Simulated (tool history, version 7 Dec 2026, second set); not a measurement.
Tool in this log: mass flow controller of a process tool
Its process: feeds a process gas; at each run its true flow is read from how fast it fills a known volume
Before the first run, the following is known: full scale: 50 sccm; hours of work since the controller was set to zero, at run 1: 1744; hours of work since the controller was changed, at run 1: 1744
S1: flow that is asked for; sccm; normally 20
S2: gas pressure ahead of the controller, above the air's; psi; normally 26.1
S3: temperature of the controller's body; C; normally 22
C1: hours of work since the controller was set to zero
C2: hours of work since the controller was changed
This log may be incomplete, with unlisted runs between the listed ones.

run 1 day=0.000 | S1=20 S2=26.1 S3=22 | C1=1744 C2=1744 | true_flow_(%)=99.47
run 2 day=1.888 | S1=20 S2=26.1 S3=22 | C1=1766 C2=1766 | true_flow_(%)=99.62
run 3 day=4.171 | S1=20 S2=26.1 S3=22 | C1=1792 C2=1792 | true_flow_(%)=99.54
run 4 day=5.983 | S1=20 S2=26.1 S3=22 | C1=1812 C2=1812 | true_flow_(%)=99.64
run 5 day=7.379 | S1=20 S2=26.1 S3=22 | C1=1828 C2=1828 | true_flow_(%)=99.60
run 6 day=10.233 | S1=20 S2=38.1 S3=34 | C1=1861 C2=1861 | true_flow_(%)=99.78
run 7 day=12.383 | S1=9 S2=37.3 S3=23 | C1=1885 C2=1885 | true_flow_(%)=99.44
run 8 day=15.533 | S1=9 S2=37.3 S3=23 | C1=1921 C2=1921 | true_flow_(%)=99.53
run 9 day=18.058 | S1=7 S2=24.9 S3=22 | C1=1950 C2=1950 | true_flow_(%)=98.66
run 10 day=20.275 | S1=25 S2=27.7 S3=28 | C1=1975 C2=1975 | true_flow_(%)=99.67

Each run again, without the hidden state but with its own random variation kept:
Hidden state at play: flow at rest that the sensor doesn't see, % of full scale; true flow over the shown one, %; drift of the gauge itself on true_pct, %.
run=1 true_flow_(%)=99.34
run=2 true_flow_(%)=99.48
run=3 true_flow_(%)=99.40
run=4 true_flow_(%)=99.50
run=5 true_flow_(%)=99.45
run=6 true_flow_(%)=99.62
run=7 true_flow_(%)=99.70
run=8 true_flow_(%)=99.80
run=9 true_flow_(%)=99.16
run=10 true_flow_(%)=99.43
